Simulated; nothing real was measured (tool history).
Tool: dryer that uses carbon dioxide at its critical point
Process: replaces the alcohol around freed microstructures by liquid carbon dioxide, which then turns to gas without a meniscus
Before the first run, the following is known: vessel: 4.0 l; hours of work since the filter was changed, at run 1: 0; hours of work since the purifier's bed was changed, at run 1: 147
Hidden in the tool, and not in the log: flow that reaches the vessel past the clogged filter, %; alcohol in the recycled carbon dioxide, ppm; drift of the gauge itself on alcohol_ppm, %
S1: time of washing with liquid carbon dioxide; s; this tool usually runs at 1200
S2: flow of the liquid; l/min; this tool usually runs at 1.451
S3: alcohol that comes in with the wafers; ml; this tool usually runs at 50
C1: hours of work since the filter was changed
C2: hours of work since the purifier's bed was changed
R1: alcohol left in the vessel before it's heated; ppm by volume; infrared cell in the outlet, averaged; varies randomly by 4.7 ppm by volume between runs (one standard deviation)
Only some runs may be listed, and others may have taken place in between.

Run 1, day 0: usual settings; C1 0; C2 147. Result: R1 26 ppm by volume.
Run 2, day 0.312: usual settings; C1 5; C2 152. Result: R1 22 ppm by volume.
Run 3, day 0.712: usual settings; C1 12; C2 159. Result: R1 28 ppm by volume.
Run 4, day 1.067: usual settings; C1 19; C2 166. Result: R1 26 ppm by volume.
Run 5, day 1.279: usual settings; C1 22; C2 169. Result: R1 32 ppm by volume.
Run 6, day 1.612: usual settings; C1 28; C2 175. Result: R1 32 ppm by volume.
Run 7, day 1.892: usual settings but S2 1.26 l/min; C1 33; C2 180. Result: R1 47 ppm by volume.
Run 8, day 2.246: usual settings but S2 1.26 l/min; C1 39; C2 186. Result: R1 45 ppm by volume.
Run 9, day 2.467: usual settings but S2 1.26 l/min; C1 43; C2 190. Result: R1 46 ppm by volume.
Run 10, day 2.854: usual settings but S2 1.26 l/min; C1 50; C2 197. Result: R1 50 ppm by volume.
Run 11, day 3.254: usual settings but S1 780 s, S2 1.26 l/min; C1 57; C2 204. Result: R1 292 ppm by volume.
Run 12, day 3.558: usual settings but S1 780 s, S2 1.26 l/min; C1 62; C2 209. Result: R1 295 ppm by volume.
Run 13, day 3.967: usual settings but S1 780 s, S2 1.26 l/min; C1 69; C2 216. Result: R1 291 ppm by volume.
Run 14, day 4.204: usual settings but S1 780 s, S2 1.26 l/min; C1 74; C2 221. Result: R1 299 ppm by volume.
Run 15, day 4.425: usual settings but S1 1380 s, S2 1.26 l/min; C1 77; C2 224. Result: R1 25 ppm by volume.
Run 16, day 4.738: usual settings but S1 1380 s, S2 1.26 l/min; C1 83; C2 230. Result: R1 29 ppm by volume.
Run 17, day 5.05: usual settings; C1 88; C2 235. Result: R1 26 ppm by volume.
Run 18, day 5.262: usual settings but S2 1.18 l/min; C1 92; C2 239. Result: R1 68 ppm by volume.
Run 19, day 5.5: usual settings but S2 1.18 l/min; C1 96; C2 243. Result: R1 71 ppm by volume.
Run 20, day 5.904: usual settings but S2 1.18 l/min, S3 75 ml; C1 103; C2 250. Result: R1 91 ppm by volume.
Run 21, day 6.146: usual settings but S2 1.18 l/min, S3 75 ml; C1 108; C2 255. Result: R1 93 ppm by volume.
Run 22, day 6.458: usual settings but S2 1.18 l/min, S3 75 ml; C1 113; C2 260. Result: R1 97 ppm by volume.
Run 23, day 6.821: usual settings but S2 1.18 l/min, S3 75 ml; C1 119; C2 266. Result: R1 100 ppm by volume.
Run 24, day 7.038: usual settings but S2 1.18 l/min, S3 75 ml; C1 123; C2 270. Result: R1 95 ppm by volume.

Run 25, settings as shown, results not yet in. Your forecast:
Run 25, day 7.396: usual settings but S2 1.14 l/min, S3 83 ml; C1 129; C2 276. Result: R1 ?.

R1: 127 ppm by volume
The same run, on a tool lacking any hidden state, would have yielded R1 104 ppm by volume.
